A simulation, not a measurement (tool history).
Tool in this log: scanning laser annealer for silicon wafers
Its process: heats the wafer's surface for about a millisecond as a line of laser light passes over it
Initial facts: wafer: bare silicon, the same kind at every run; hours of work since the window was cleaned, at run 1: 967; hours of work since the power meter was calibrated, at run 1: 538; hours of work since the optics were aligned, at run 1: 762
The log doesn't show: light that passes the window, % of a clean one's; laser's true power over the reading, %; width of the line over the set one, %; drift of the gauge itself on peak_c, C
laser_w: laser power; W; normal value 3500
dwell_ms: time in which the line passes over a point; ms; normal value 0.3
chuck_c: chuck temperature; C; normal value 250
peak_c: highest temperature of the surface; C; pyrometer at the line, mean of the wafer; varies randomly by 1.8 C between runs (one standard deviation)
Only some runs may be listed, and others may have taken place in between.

| run | hour | laser_w | dwell_ms | chuck_c | hours of work since the window was cleaned | hours of work since the power meter was calibrated | hours of work since the optics were aligned | peak_c |
|---|---|---|---|---|---|---|---|---|
| 1 | 0 | 3500 | 0.3 | 250 | 967 | 538 | 762 | 972 |
| 2 | 12 | 3500 | 0.3 | 250 | 977 | 548 | 771 | 971 |
| 3 | 29.3 | 3500 | 0.3 | 250 | 990 | 561 | 785 | 972 |
|  | 38.6 | window over the wafer cleaned |
| 4 | 44.8 | 3500 | 0.3 | 250 | 5 | 572 | 796 | 981 |
| 5 | 56.7 | 3500 | 0.3 | 250 | 14 | 582 | 805 | 985 |
| 6 | 71.3 | 3500 | 0.3 | 250 | 26 | 593 | 817 | 980 |
| 7 | 86.2 | 3500 | 0.3 | 250 | 38 | 605 | 829 | 985 |
| 8 | 97.1 | 3088 | 0.3 | 250 | 47 | 614 | 838 | 888 |
| 9 | 112.7 | 3406 | 0.3 | 250 | 59 | 626 | 850 | 960 |
| 10 | 129.6 | 3406 | 0.3 | 250 | 73 | 640 | 864 | 958 |
| 11 | 141.8 | 3406 | 0.3 | 250 | 82 | 649 | 873 | 961 |
| 12 | 157.9 | 3406 | 0.3 | 250 | 95 | 662 | 886 | 959 |
| 13 | 169.1 | 3406 | 0.3 | 250 | 104 | 671 | 895 | 956 |
| 14 | 184.5 | 3347 | 0.3 | 250 | 116 | 684 | 907 | 941 |
| 15 | 196.3 | 3347 | 0.3 | 250 | 126 | 693 | 917 | 945 |
| 16 | 203.3 | 3500 | 0.3 | 250 | 131 | 698 | 922 | 981 |
| 17 | 211.5 | 3500 | 0.3 | 250 | 138 | 705 | 929 | 981 |
| 18 | 226.3 | 3500 | 0.3 | 250 | 150 | 717 | 941 | 980 |
| 19 | 236.4 | 3500 | 0.3 | 236 | 158 | 725 | 949 | 965 |
| 20 | 244.4 | 3204 | 0.3 | 249 | 164 | 731 | 955 | 907 |
| 21 | 255.5 | 3080 | 0.372 | 250 | 173 | 740 | 964 | 957 |
|  | 259.7 | laser's power meter calibrated |
| 22 | 269.1 | 3080 | 0.251 | 227 | 181 | 8 | 972 | 799 |
| 23 | 283.4 | 3080 | 0.251 | 227 | 193 | 19 | 984 | 799 |
|  | 287.9 | laser's power meter calibrated, once more |
| 24 | 296.2 | 3080 | 0.251 | 227 | 201 | 7 | 992 | 800 |
| 25 | 308.1 | 3080 | 0.251 | 227 | 210 | 16 | 1001 | 798 |
| 26 | 323.2 | 3080 | 0.251 | 227 | 222 | 28 | 1013 | 800 |
| 27 | 337.7 | 3162 | 0.33 | 221 | 234 | 40 | 1025 | 908 |
|  | 355 | optics aligned, line set to its width |
| 28 | 357.4 | 3162 | 0.33 | 221 | 245 | 51 | 2 | 917 |
| 29 | 373.9 | 3471 | 0.218 | 289 | 259 | 65 | 15 | 907 |
| 30 | 389.8 | 3471 | 0.289 | 232 | 271 | 77 | 28 | 949 |
| 31 | 405.5 | 3674 | 0.3 | 223 | 284 | 90 | 40 | 1002 |
| 32 | 418.6 | 3647 | 0.308 | 238 | 294 | 100 | 51 | 1022 |
| 33 | 435.7 | 3647 | 0.308 | 238 | 308 | 114 | 64 | 1024 |
| 34 | 452.5 | 3647 | 0.308 | 238 | 321 | 127 | 78 | 1021 |
| 35 | 469.5 | 3647 | 0.308 | 238 | 335 | 141 | 91 | 1025 |
| 36 | 477.1 | 3647 | 0.308 | 238 | 341 | 147 | 97 | 1019 |
| 37 | 487.5 | 3647 | 0.308 | 238 | 349 | 155 | 106 | 1020 |

Branching from run 37: 5 alternative next runs. What would each branch give?
| A | 495.2 | 3693 | 0.279 | 273 | 355 | 161 | 112 | ? |
| B | 495.2 | 3133 | 0.21 | 250 | 355 | 161 | 112 | ? |
| C | 495.2 | 3543 | 0.255 | 259 | 355 | 161 | 112 | ? |
| D | 495.2 | 3290 | 0.342 | 250 | 355 | 161 | 112 | ? |
| E | 495.2 | 3042 | 0.313 | 233 | 355 | 161 | 112 | ? |

| run | peak_c |
|---|---|
| A | 1024 |
| B | 788 |
| C | 939 |
| D | 987 |
| E | 879 |
Without the tool's hidden state the same runs would have given:
| run | peak_c |
|---|---|
| A | 1038 |
| B | 797 |
| C | 952 |
| D | 1001 |
| E | 891 |
